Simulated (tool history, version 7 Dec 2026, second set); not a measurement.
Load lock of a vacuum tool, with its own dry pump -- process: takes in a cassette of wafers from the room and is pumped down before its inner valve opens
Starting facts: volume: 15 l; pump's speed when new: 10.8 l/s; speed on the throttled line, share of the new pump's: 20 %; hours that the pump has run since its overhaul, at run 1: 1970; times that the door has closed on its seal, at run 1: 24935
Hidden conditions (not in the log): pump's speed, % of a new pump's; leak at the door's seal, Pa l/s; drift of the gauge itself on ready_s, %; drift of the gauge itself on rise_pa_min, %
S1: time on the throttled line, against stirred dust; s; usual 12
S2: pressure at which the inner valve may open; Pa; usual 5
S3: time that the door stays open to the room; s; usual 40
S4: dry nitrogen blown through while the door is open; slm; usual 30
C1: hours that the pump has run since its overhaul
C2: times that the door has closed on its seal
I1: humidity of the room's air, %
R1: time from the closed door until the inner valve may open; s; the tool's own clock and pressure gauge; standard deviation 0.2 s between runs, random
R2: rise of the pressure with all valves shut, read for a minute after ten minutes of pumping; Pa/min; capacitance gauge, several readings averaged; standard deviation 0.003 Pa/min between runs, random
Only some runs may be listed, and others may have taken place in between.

Run 1, day 0: usual settings; C1 1970; C2 24935; I1 43.1. Result: R1 23.6 s, R2 0.052 Pa/min.
Run 2, day 5.292: usual settings; C1 2097; C2 25348; I1 45.6. Result: R1 23.7 s, R2 0.051 Pa/min.
Run 3, day 9.029: usual settings; C1 2187; C2 25640; I1 47.9. Result: R1 23.4 s, R2 0.055 Pa/min.
Run 4, day 12.425: usual settings; C1 2269; C2 25906; I1 44.2. Result: R1 23.6 s, R2 0.056 Pa/min.
Run 5, day 15.596: usual settings; C1 2345; C2 26153; I1 49.2. Result: R1 23.3 s, R2 0.059 Pa/min.
Run 6, day 19.396: usual settings but S4 11 slm; C1 2436; C2 26450; I1 48.7. Result: R1 23.6 s, R2 0.073 Pa/min.
Run 7, day 23.846: usual settings but S4 11 slm; C1 2543; C2 26798; I1 46. Result: R1 23 s, R2 0.073 Pa/min.
Run 8, day 27.738: usual settings; C1 2636; C2 27102; I1 43.4. Result: R1 23.6 s, R2 0.053 Pa/min.
Run 9, day 33.608: usual settings; C1 2777; C2 27560; I1 46. Result: R1 23.2 s, R2 0.058 Pa/min.
Run 10, day 36.821: usual settings; C1 2854; C2 27811; I1 44.9. Result: R1 23.8 s, R2 0.059 Pa/min.
Run 11, day 42.775: usual settings; C1 2997; C2 28276; I1 48.2. Result: R1 23.6 s, R2 0.057 Pa/min.
Run 12, day 46.967: usual settings; C1 3097; C2 28604; I1 45.4. Result: R1 23.7 s, R2 0.052 Pa/min.
Run 13, day 52.583: usual settings; C1 3232; C2 29042; I1 45.2. Result: R1 23.1 s, R2 0.058 Pa/min.
Run 14, day 59.275: usual settings; C1 3393; C2 29565; I1 44.4. Result: R1 23.5 s, R2 0.06 Pa/min.
At day 63.817: door's seal changed, seat wiped.
Run 15, day 63.817: usual settings; C1 3500; C2 0; I1 43.5. Result: R1 23.7 s, R2 0.051 Pa/min.
Run 16, day 67.625: usual settings; C1 3592; C2 297; I1 45. Result: R1 23.7 s, R2 0.053 Pa/min.
Run 17, day 73.679: usual settings; C1 3737; C2 770; I1 44.8. Result: R1 23.6 s, R2 0.053 Pa/min.
Run 18, day 79.329: usual settings; C1 3873; C2 1212; I1 46.2. Result: R1 23.5 s, R2 0.052 Pa/min.
Run 19, day 83.988: usual settings but S3 232 s, S4 22 slm; C1 3985; C2 1576; I1 45.6. Result: R1 23.1 s, R2 0.104 Pa/min.
Run 20, day 89.171: usual settings but S1 8 s, S2 6 Pa; C1 4109; C2 1980; I1 45. Result: R1 20 s, R2 0.049 Pa/min.
Run 21, day 92.162: usual settings but S3 227 s, S4 5 slm; C1 4181; C2 2214; I1 45.6. Result: R1 23.5 s, R2 0.139 Pa/min.
Run 22, day 98.442: usual settings but S1 14 s, S2 4 Pa, S3 110 s, S4 5 slm; C1 4331; C2 2704; I1 47.4. Result: R1 25.7 s, R2 0.116 Pa/min.
Run 23, day 104.971: usual settings but S1 14 s, S2 4 Pa, S3 110 s, S4 5 slm; C1 4488; C2 3214; I1 48.3. Result: R1 25.2 s, R2 0.118 Pa/min.
Run 24, day 110.5: usual settings but S2 6 Pa, S4 12 slm; C1 4621; C2 3646; I1 47.1. Result: R1 23.3 s, R2 0.073 Pa/min.
Run 25, day 113.804: usual settings but S2 6 Pa, S3 154 s, S4 8 slm; C1 4700; C2 3904; I1 44.2. Result: R1 23.3 s, R2 0.114 Pa/min.
Run 26, day 121.138: usual settings but S3 50 s, S4 16 slm; C1 4876; C2 4477; I1 43.5. Result: R1 23.8 s, R2 0.068 Pa/min.
Run 27, day 125.45: usual settings but S1 8 s, S2 8 Pa; C1 4980; C2 4814; I1 48.4. Result: R1 19.5 s, R2 0.058 Pa/min.
Run 28, day 131.562: usual settings but S1 8 s, S2 8 Pa; C1 5126; C2 5292; I1 47. Result: R1 19.5 s, R2 0.047 Pa/min.
Run 29, day 138.221: usual settings but S1 8 s, S2 8 Pa; C1 5286; C2 5812; I1 43.4. Result: R1 19.5 s, R2 0.05 Pa/min.
Run 30, day 145.421: usual settings but S1 8 s, S2 8 Pa; C1 5459; C2 6374; I1 42.7. Result: R1 19.5 s, R2 0.052 Pa/min.
Run 31, day 148.658: usual settings but S1 10 s, S4 7 slm; C1 5537; C2 6627; I1 40.9. Result: R1 21.9 s, R2 0.072 Pa/min.
Run 32, day 154.704: usual settings but S1 15 s, S3 56 s, S4 38 slm; C1 5682; C2 7099; I1 43.3. Result: R1 25.5 s, R2 0.051 Pa/min.
Run 33, day 161.079: usual settings but S1 19 s; C1 5835; C2 7597; I1 45. Result: R1 29.2 s, R2 0.051 Pa/min.
Run 34, day 167.429: usual settings but S1 19 s; C1 5987; C2 8093; I1 44.2. Result: R1 28.7 s, R2 0.051 Pa/min.
Run 35, day 170.45: usual settings but S1 8 s, S2 8 Pa, S3 101 s, S4 32 slm; C1 6060; C2 8329; I1 42.7. Result: R1 19.3 s, R2 0.067 Pa/min.
Run 36, day 174.604: usual settings but S1 16 s, S2 8 Pa, S3 101 s, S4 32 slm; C1 6159; C2 8654; I1 48.4. Result: R1 25.8 s, R2 0.075 Pa/min.

Some steps in R2 between neighbouring runs. How much of each would the tool show without its hidden state too (settings, what came in, random variation), and how much is left for the hidden state, with any gauge scatter that isn't in both results?
Run 2 -> 3: no setting changed, nothing entered. R2 +0.004 Pa/min: hidden state +0.001, all else +0.003.
Run 3 -> 4: no setting changed, nothing entered. R2 +0.001 Pa/min: hidden state -0.001, all else +0.002.
Run 14 -> 15: door's seal changed, seat wiped. R2 -0.009 Pa/min: hidden state -0.003, all else -0.006.
Run 18 -> 19: S3 40 -> 232, S4 30 -> 22. R2 +0.052 Pa/min: hidden state +0, all else +0.052.
Run 19 -> 20: S1 12 -> 8, S2 5 -> 6, S3 232 -> 40, S4 22 -> 30. R2 -0.055 Pa/min: hidden state +0, all else -0.055.
Run 20 -> 21: S1 8 -> 12, S2 6 -> 5, S3 40 -> 227, S4 30 -> 5. R2 +0.09 Pa/min: hidden state +0, all else +0.09.
